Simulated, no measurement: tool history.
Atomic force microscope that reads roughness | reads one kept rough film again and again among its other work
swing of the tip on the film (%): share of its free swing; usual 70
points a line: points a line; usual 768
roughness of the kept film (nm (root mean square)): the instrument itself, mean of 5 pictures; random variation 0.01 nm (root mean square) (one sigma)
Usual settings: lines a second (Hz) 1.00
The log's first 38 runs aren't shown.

run    hour  lines a second (Hz)  swing of the tip on the film (%)  points a line  pictures with this tip  hours of work since the height scale was calibrated  roughness of the kept film (nm (root mean square))
 39   747.5                 0.54                                65            406                     180                                                  445                                               2.471
 40   771.2                 1.42                                65            387                     213                                                  456                                               2.395
 41   788.4                 0.94                                86            638                     236                                                  465                                               2.321
 42   815.1                 1.15                                86            776                     273                                                  477                                               2.279
 43   834.7                 1.57                                69            527                     301                                                  487                                               2.351
 44   856.6                 1.57                                69            527                     331                                                  497                                               2.353
      867.3  -- new tip fitted
 45   881.4                 1.00                                86            768                      19                                                  509                                               2.309
 46   897.5                 0.79                                70            420                      42                                                  516                                               2.418
 47   910.7                 1.03                                70            768                      60                                                  523                                               2.396
 48   925.5                 1.00                                67            768                      80                                                  530                                               2.438
 49   942.4                 1.00                                67            768                     104                                                  538                                               2.443
 50   962.6                 1.00                                67            768                     132                                                  548                                               2.445
 51   988.1                 1.00                                67            768                     167                                                  560                                               2.433
 52  1001.5                 1.12                                87            768                     186                                                  566                                               2.275

Forecast each of these 3 alternatives for the next run:
  A  1013.8                 1.12                                87            660                     203                                                  572                                                   ?
  B  1013.8                 0.65                                73            768                     203                                                  572                                                   ?
  C  1013.8                 1.00                                56            614                     203                                                  572                                                   ?

run  roughness of the kept film (nm (root mean square))
  A                                               2.250
  B                                               2.433
  C                                               2.465
Without the tool's hidden state the same runs would have given:
run  roughness of the kept film (nm (root mean square))
  A                                               2.253
  B                                               2.437
  C                                               2.469
